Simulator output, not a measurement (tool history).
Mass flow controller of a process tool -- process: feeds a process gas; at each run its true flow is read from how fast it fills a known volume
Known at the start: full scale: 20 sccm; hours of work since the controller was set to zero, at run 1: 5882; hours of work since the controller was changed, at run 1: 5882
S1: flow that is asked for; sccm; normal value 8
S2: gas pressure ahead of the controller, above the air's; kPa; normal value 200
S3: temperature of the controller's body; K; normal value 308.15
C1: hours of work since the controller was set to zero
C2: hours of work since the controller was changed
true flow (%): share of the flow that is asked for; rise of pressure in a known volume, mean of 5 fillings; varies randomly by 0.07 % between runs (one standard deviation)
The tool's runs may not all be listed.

{"run": 1, "hour": 0.0, "S1": 8, "S2": 200, "S3": 308.15, "C1": 5882, "C2": 5882, "true flow (%)": 98.92}
{"hour": 49.2, "done": "controller exchanged for a calibrated one"}
{"run": 2, "hour": 63.1, "S1": 8, "S2": 200, "S3": 308.15, "C1": 10, "C2": 10, "true flow (%)": 99.02}
{"run": 3, "hour": 113.3, "S1": 8, "S2": 165, "S3": 308.15, "C1": 46, "C2": 46, "true flow (%)": 98.81}
{"run": 4, "hour": 163.1, "S1": 8, "S2": 165, "S3": 308.15, "C1": 81, "C2": 81, "true flow (%)": 98.71}
{"run": 5, "hour": 209.1, "S1": 5, "S2": 200, "S3": 308.15, "C1": 114, "C2": 114, "true flow (%)": 98.67}
{"run": 6, "hour": 248.6, "S1": 8, "S2": 200, "S3": 308.15, "C1": 142, "C2": 142, "true flow (%)": 99.12}
{"run": 7, "hour": 329.6, "S1": 8, "S2": 200, "S3": 308.15, "C1": 199, "C2": 199, "true flow (%)": 99.06}
{"run": 8, "hour": 366.1, "S1": 8, "S2": 200, "S3": 308.15, "C1": 225, "C2": 225, "true flow (%)": 98.88}
{"run": 9, "hour": 431.7, "S1": 8, "S2": 200, "S3": 308.15, "C1": 272, "C2": 272, "true flow (%)": 99.08}
{"run": 10, "hour": 469.5, "S1": 8, "S2": 200, "S3": 308.15, "C1": 299, "C2": 299, "true flow (%)": 99.06}
{"run": 11, "hour": 512.2, "S1": 8, "S2": 200, "S3": 308.15, "C1": 329, "C2": 329, "true flow (%)": 98.98}
{"run": 12, "hour": 573.6, "S1": 8, "S2": 200, "S3": 308.15, "C1": 373, "C2": 373, "true flow (%)": 98.99}
{"run": 13, "hour": 637.9, "S1": 8, "S2": 200, "S3": 308.15, "C1": 418, "C2": 418, "true flow (%)": 99.07}
{"run": 14, "hour": 698.1, "S1": 8, "S2": 200, "S3": 297.15, "C1": 461, "C2": 461, "true flow (%)": 98.49}
{"run": 15, "hour": 770.1, "S1": 8, "S2": 200, "S3": 297.15, "C1": 512, "C2": 512, "true flow (%)": 98.4}
{"run": 16, "hour": 836.6, "S1": 8, "S2": 200, "S3": 297.15, "C1": 560, "C2": 560, "true flow (%)": 98.46}
{"run": 17, "hour": 877.7, "S1": 8, "S2": 200, "S3": 297.15, "C1": 589, "C2": 589, "true flow (%)": 98.52}
{"run": 18, "hour": 955.3, "S1": 8, "S2": 200, "S3": 297.15, "C1": 644, "C2": 644, "true flow (%)": 98.5}
{"run": 19, "hour": 999.6, "S1": 8, "S2": 185, "S3": 296.15, "C1": 676, "C2": 676, "true flow (%)": 98.35}
{"run": 20, "hour": 1066.1, "S1": 8, "S2": 185, "S3": 296.15, "C1": 723, "C2": 723, "true flow (%)": 98.34}
{"run": 21, "hour": 1107.5, "S1": 2, "S2": 253, "S3": 299.15, "C1": 752, "C2": 752, "true flow (%)": 98.11}
{"run": 22, "hour": 1152.9, "S1": 2, "S2": 253, "S3": 299.15, "C1": 785, "C2": 785, "true flow (%)": 98.06}
{"run": 23, "hour": 1197.3, "S1": 2, "S2": 253, "S3": 299.15, "C1": 816, "C2": 816, "true flow (%)": 98.22}
{"run": 24, "hour": 1272.3, "S1": 3, "S2": 200, "S3": 308.15, "C1": 869, "C2": 869, "true flow (%)": 98.44}
{"run": 25, "hour": 1353.9, "S1": 3, "S2": 200, "S3": 308.15, "C1": 927, "C2": 927, "true flow (%)": 98.38}
{"run": 26, "hour": 1407.2, "S1": 3, "S2": 200, "S3": 308.15, "C1": 965, "C2": 965, "true flow (%)": 98.47}
{"run": 27, "hour": 1466.6, "S1": 9, "S2": 275, "S3": 304.15, "C1": 1007, "C2": 1007, "true flow (%)": 99.4}
{"run": 28, "hour": 1530.5, "S1": 9, "S2": 275, "S3": 304.15, "C1": 1053, "C2": 1053, "true flow (%)": 99.5}
{"run": 29, "hour": 1577.1, "S1": 9, "S2": 157, "S3": 299.15, "C1": 1086, "C2": 1086, "true flow (%)": 98.28}
{"run": 30, "hour": 1609.8, "S1": 8, "S2": 155, "S3": 308.15, "C1": 1109, "C2": 1109, "true flow (%)": 98.67}

Alternative continuations, all from the tool just after run 30; predict every row:
{"run": "A", "hour": 1654.6, "S1": 8, "S2": 200, "S3": 308.15, "C1": 1141, "C2": 1141, "true flow (%)": "?"}
{"run": "B", "hour": 1654.6, "S1": 7, "S2": 263, "S3": 308.15, "C1": 1141, "C2": 1141, "true flow (%)": "?"}
{"run": "C", "hour": 1654.6, "S1": 17, "S2": 242, "S3": 296.15, "C1": 1141, "C2": 1141, "true flow (%)": "?"}

run=A true_flow_(%)=99.09
run=B true_flow_(%)=99.21
run=C true_flow_(%)=99.72
Take away the tool's hidden state, keep each run's random variation, and the runs would have read:
run=A true_flow_(%)=99.09
run=B true_flow_(%)=99.21
run=C true_flow_(%)=99.73
